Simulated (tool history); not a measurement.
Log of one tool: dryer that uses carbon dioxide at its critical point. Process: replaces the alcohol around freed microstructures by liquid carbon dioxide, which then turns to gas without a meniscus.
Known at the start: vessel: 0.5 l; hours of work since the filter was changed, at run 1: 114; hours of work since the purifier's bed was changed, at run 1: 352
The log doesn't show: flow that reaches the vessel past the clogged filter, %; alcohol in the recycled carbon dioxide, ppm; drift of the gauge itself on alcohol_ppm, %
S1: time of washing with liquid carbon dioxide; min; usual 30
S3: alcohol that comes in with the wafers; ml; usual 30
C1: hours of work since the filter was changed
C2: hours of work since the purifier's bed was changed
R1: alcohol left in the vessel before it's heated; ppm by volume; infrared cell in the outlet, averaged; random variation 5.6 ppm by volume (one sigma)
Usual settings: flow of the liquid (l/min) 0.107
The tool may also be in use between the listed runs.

{"run": 1, "hour": 0.0, "S1": 30, "flow of the liquid (l/min)": 0.107, "S3": 30, "C1": 114, "C2": 352, "R1": 271}
{"run": 2, "hour": 12.3, "S1": 30, "flow of the liquid (l/min)": 0.107, "S3": 45, "C1": 123, "C2": 361, "R1": 397}
{"run": 3, "hour": 23.6, "S1": 30, "flow of the liquid (l/min)": 0.107, "S3": 45, "C1": 131, "C2": 369, "R1": 397}
{"run": 4, "hour": 35.9, "S1": 30, "flow of the liquid (l/min)": 0.107, "S3": 45, "C1": 140, "C2": 378, "R1": 402}
{"run": 5, "hour": 48.2, "S1": 30, "flow of the liquid (l/min)": 0.107, "S3": 45, "C1": 149, "C2": 387, "R1": 399}
{"run": 6, "hour": 56.4, "S1": 30, "flow of the liquid (l/min)": 0.107, "S3": 45, "C1": 155, "C2": 393, "R1": 425}
{"run": 7, "hour": 65.5, "S1": 29, "flow of the liquid (l/min)": 0.077, "S3": 33, "C1": 161, "C2": 399, "R1": 1557}
{"run": 8, "hour": 78.6, "S1": 31, "flow of the liquid (l/min)": 0.077, "S3": 33, "C1": 171, "C2": 409, "R1": 1256}
{"run": 9, "hour": 91.8, "S1": 43, "flow of the liquid (l/min)": 0.073, "S3": 82, "C1": 180, "C2": 418, "R1": 918}
{"run": 10, "hour": 101.9, "S1": 31, "flow of the liquid (l/min)": 0.104, "S3": 98, "C1": 188, "C2": 426, "R1": 887}
{"run": 11, "hour": 115.0, "S1": 31, "flow of the liquid (l/min)": 0.104, "S3": 98, "C1": 197, "C2": 435, "R1": 919}
{"run": 12, "hour": 126.0, "S1": 31, "flow of the liquid (l/min)": 0.104, "S3": 98, "C1": 205, "C2": 443, "R1": 930}

Some steps in R1 between neighbouring runs. How much of each would the tool show without its hidden state too (settings, what came in, random variation), and how much is left for the hidden state, with any gauge scatter that isn't in both results?
Run 6 -> 7: S1 30 -> 29, flow of the liquid (l/min) 0.107 -> 0.077, S3 45 -> 33. R1 +1132 ppm by volume: hidden state +262, all else +870.
